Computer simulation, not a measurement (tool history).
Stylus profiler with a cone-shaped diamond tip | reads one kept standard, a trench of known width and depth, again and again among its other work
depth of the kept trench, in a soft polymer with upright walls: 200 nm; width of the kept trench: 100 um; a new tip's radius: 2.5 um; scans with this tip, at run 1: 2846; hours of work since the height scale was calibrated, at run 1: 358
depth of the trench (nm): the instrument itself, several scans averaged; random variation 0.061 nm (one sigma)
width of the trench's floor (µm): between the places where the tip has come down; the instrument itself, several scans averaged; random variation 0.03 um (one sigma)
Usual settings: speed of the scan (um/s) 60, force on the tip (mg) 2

run,hour,speed of the scan (um/s),force on the tip (mg),scans with this tip,hours of work since the height scale was calibrated,depth of the trench (nm),width of the trench's floor (µm)
1,0,60,2,2846,358,202.07,97.74
2,59.9,90,2,3100,390,201.96,97.66
3,136.3,90,2,3424,431,202.12,97.63
4,208.3,65,2,3730,469,202.07,97.66
5,285.8,65,2,4059,511,202.07,97.68
6,336.9,60,4.68,4276,538,203.57,97.78
7,386.5,60,4.68,4486,565,203.66,97.81
8,474.8,145,2,4861,612,202.19,97.44
9,551.3,60,0.67,5186,653,201.21,97.6
10,610.2,54,2,5436,684,202.21,97.67
11,650.7,54,2,5608,706,202.27,97.65
12,690,60,2,5775,727,202.22,97.62
13,728.6,60,2,5938,747,202.3,97.67
14,799.1,60,2,6238,785,202.3,97.67
15,866.7,60,2,6524,821,202.31,97.66
# hour 871.9: height scale calibrated on a step standard
16,927.1,60,2,6779,29,202.58,97.67
17,974.2,60,2,6979,55,202.63,97.63
18,1019.8,60,2,7172,79,202.65,97.67
19,1078.3,25,2.27,7421,110,202.88,97.68
20,1156.5,25,2.27,7752,152,202.86,97.71
# hour 1185: height scale calibrated on a step standard, once more
21,1233.8,25,0.77,8079,26,200.98,97.68
22,1306.5,93,1.72,8387,65,201.66,97.5
23,1363.4,27,1.11,8628,95,201.33,97.68
24,1427.2,53,5.73,8899,129,203.67,97.72
25,1482.5,103,0.67,9134,159,201.02,97.18
26,1558.4,103,0.67,9456,199,200.98,97.17
27,1638,103,0.67,9794,242,201.07,97.13
28,1674.4,26,5.93,9949,261,203.99,97.68
29,1721.7,26,5.93,10149,287,203.91,97.7
30,1802.8,88,2.49,10494,330,202.39,97.45
31,1873.9,76,1.06,10795,368,201.5,97.4
32,1912,62,2.67,10957,388,202.48,97.52
33,1986.9,240,4.51,11275,428,203.43,97.22
34,2055.4,119,2,11566,465,202.13,97.32
35,2132.1,29,1.14,11891,506,201.53,97.55
36,2181.8,87,5.35,12102,533,203.89,97.53

5 ways to go on from here, each from the tool as it stands after run 36. What would each give?
A,2224.9,197,2.76,12285,556,?,?
B,2224.9,72,5.76,12285,556,?,?
C,2224.9,50,0.91,12285,556,?,?
D,2224.9,137,1.01,12285,556,?,?
E,2224.9,37,4.8,12285,556,?,?

run,depth of the trench (nm),width of the trench's floor (µm)
A,202.61,97.13
B,204.07,97.47
C,201.43,97.4
D,201.56,97.06
E,203.59,97.6
Without the tool's hidden state the same runs would have given:
run,depth of the trench (nm),width of the trench's floor (µm)
A,202.22,97.51
B,203.67,97.86
C,201.03,97.78
D,201.16,97.45
E,203.19,97.99
